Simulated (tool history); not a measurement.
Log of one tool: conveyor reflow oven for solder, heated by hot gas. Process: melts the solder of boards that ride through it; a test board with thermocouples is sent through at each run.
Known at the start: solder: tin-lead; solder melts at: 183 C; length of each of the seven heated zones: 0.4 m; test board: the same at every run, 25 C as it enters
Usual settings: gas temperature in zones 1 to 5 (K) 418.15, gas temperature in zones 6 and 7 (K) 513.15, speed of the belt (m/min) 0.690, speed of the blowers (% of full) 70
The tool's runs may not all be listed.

run     day  gas temperature in zones 1 to 5 (K)  gas temperature in zones 6 and 7 (K)  speed of the belt (m/min)  speed of the blowers (% of full)  highest temperature of the board (K)  time above the solder's melting point (s)
  1   0.000                               418.15                                513.15                      0.690                                70                                496.85                                       59.0
  2   0.742                               418.15                                513.15                      0.690                                70                                496.75                                       58.4
  3   2.250                               418.15                                513.15                      0.594                                70                                502.35                                       72.4
  4   2.817                               418.15                                513.15                      0.690                                70                                496.65                                       59.6
  5   3.617                               418.15                                513.15                      0.690                                70                                497.75                                       59.3
  6   4.175                               418.15                                513.15                      0.690                                70                                497.95                                       59.8
  7   5.375                               418.15                                514.15                      0.690                                70                                498.15                                       59.9
  8   6.388                               418.15                                521.15                      0.690                                70                                504.65                                       63.2
  9   7.275                               418.15                                521.15                      0.690                                84                                506.95                                       64.6
 10   8.192                               418.15                                513.15                      0.724                                70                                495.45                                       55.4
 11   8.729                               418.15                                526.15                      0.690                                70                                508.45                                       64.9
 12   9.712                               418.15                                526.15                      0.690                                70                                508.45                                       65.1
 13  10.467                               418.15                                526.15                      0.690                                70                                508.35                                       64.9
 14  11.208                               418.15                                513.15                      0.690                                71                                497.25                                       59.1
 15  12.421                               418.15                                504.15                      0.690                                70                                489.45                                       53.7
 16  13.350                               422.15                                513.15                      0.690                                70                                497.65                                       61.2
 17  13.975                               422.15                                513.15                      0.589                                50                                497.45                                       71.4
 18  15.067                               422.15                                513.15                      0.589                                50                                496.45                                       71.5
 19  15.762                               414.15                                524.15                      0.690                                70                                505.75                                       62.6
 20  16.900                               414.15                                524.15                      0.690                                70                                505.25                                       62.7
 21  17.617                               414.15                                524.15                      0.690                                70                                504.85                                       62.2
 22  18.762                               414.15                                524.15                      0.816                                80                                502.55                                       51.7
 23  19.554                               417.15                                513.15                      0.690                                70                                497.15                                       58.9
 24  20.392                               420.15                                513.15                      0.775                                70                                494.45                                       51.2
 25  21.446                               407.15                                508.15                      0.762                                66                                486.45                                       43.2
 26  22.083                               407.15                                508.15                      0.575                                66                                495.75                                       67.1
 27  22.762                               419.15                                519.15                      0.575                                66                                506.95                                       77.9
 28  23.558                               419.15                                502.15                      0.575                                65                                491.05                                       68.9
 29  24.167                               419.15                                502.15                      0.575                                65                                491.45                                       68.7
 30  25.400                               431.15                                507.15                      0.690                                64                                493.05                                       62.7

Taken out of this log: 2 entries between the listed runs. Where each belongs, and how the hidden state differs across it:
Between runs 2 and 3: flux residue cleaned out of gas plates and filters (day 1.900)
  heat that the gas passes to the board, % of a clean oven's: 95 -> 99.6; belt's true speed, % of the reading: 99.19 -> 99.15; true gas temperature in zones 6 and 7 over the reading, C: -0.09 -> -0.13
  measured less the result without the state, highest temperature of the board (K): -1.00 -> +0.00; time above the solder's melting point (s): -0.2 -> +0.7
Between runs 21 and 22: flux residue cleaned out of gas plates and filters (day 18.654)
  heat that the gas passes to the board, % of a clean oven's: 95.3 -> 99.7; belt's true speed, % of the reading: 98.65 -> 98.62; true gas temperature in zones 6 and 7 over the reading, C: -0.57 -> -0.59
  measured less the result without the state, highest temperature of the board (K): -1.30 -> -0.10; time above the solder's melting point (s): +0.3 -> +0.7

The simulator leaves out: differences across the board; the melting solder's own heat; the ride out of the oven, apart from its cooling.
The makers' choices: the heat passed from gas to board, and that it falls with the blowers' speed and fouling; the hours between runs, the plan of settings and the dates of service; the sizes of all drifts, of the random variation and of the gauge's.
